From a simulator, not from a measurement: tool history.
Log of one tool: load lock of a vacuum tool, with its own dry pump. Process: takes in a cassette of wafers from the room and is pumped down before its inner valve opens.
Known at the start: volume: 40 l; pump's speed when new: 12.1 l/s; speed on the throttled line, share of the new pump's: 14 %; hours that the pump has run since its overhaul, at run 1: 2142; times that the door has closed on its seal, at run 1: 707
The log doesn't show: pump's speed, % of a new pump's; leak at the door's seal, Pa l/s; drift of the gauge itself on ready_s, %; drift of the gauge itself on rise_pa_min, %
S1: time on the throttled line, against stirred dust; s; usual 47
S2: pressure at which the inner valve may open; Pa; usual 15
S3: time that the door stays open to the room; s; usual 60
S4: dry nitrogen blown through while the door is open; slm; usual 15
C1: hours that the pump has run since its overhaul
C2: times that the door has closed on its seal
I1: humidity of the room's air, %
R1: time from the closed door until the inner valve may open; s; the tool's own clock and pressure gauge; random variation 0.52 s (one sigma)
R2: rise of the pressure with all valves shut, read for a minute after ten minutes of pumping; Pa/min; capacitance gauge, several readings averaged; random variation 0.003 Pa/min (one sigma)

run 1 day=0 | S1=47 S2=15 S3=60 S4=15 | C1=2142 C2=707 | I1=45.8 | R1=70.6 R2=0.046
run 2 day=2.662 | S1=84 S2=15 S3=60 S4=15 | C1=2206 C2=788 | I1=43.9 | R1=102.3 R2=0.042
run 3 day=5.446 | S1=47 S2=13 S3=60 S4=15 | C1=2272 C2=873 | I1=47.1 | R1=70.4 R2=0.046
run 4 day=9.808 | S1=47 S2=15 S3=60 S4=15 | C1=2377 C2=1006 | I1=42.7 | R1=70.3 R2=0.049
run 5 day=13.821 | S1=47 S2=15 S3=60 S4=15 | C1=2473 C2=1128 | I1=45.9 | R1=70.1 R2=0.044
run 6 day=16.5 | S1=47 S2=15 S3=60 S4=15 | C1=2538 C2=1210 | I1=43.3 | R1=70.5 R2=0.046
run 7 day=19.296 | S1=47 S2=15 S3=60 S4=15 | C1=2605 C2=1295 | I1=42.7 | R1=70.9 R2=0.042
run 8 day=21.812 | S1=47 S2=15 S3=60 S4=14 | C1=2665 C2=1372 | I1=47.9 | R1=71.1 R2=0.051
run 9 day=23.938 | S1=47 S2=15 S3=60 S4=14 | C1=2716 C2=1437 | I1=44.1 | R1=70.5 R2=0.045
run 10 day=26.942 | S1=66 S2=15 S3=94 S4=15 | C1=2788 C2=1528 | I1=41.9 | R1=87.9 R2=0.063
run 11 day=29.354 | S1=66 S2=15 S3=94 S4=15 | C1=2846 C2=1602 | I1=43.6 | R1=88 R2=0.062
run 12 day=31.917 | S1=30 S2=18 S3=158 S4=25 | C1=2908 C2=1680 | I1=44.4 | R1=56 R2=0.079
run 13 day=35.042 | S1=64 S2=15 S3=109 S4=41 | C1=2983 C2=1775 | I1=43.9 | R1=87.1 R2=0.049

Run 14 comes next. What will it give?
run 14 day=37.938 | S1=64 S2=15 S3=109 S4=41 | C1=3052 C2=1863 | I1=43.6 | R1=? R2=?

{"run 14": {"R1": 85.1, "R2": 0.048}}
Without the tool's hidden state the same run would have given R1 84 s, R2 0.043 Pa/min.
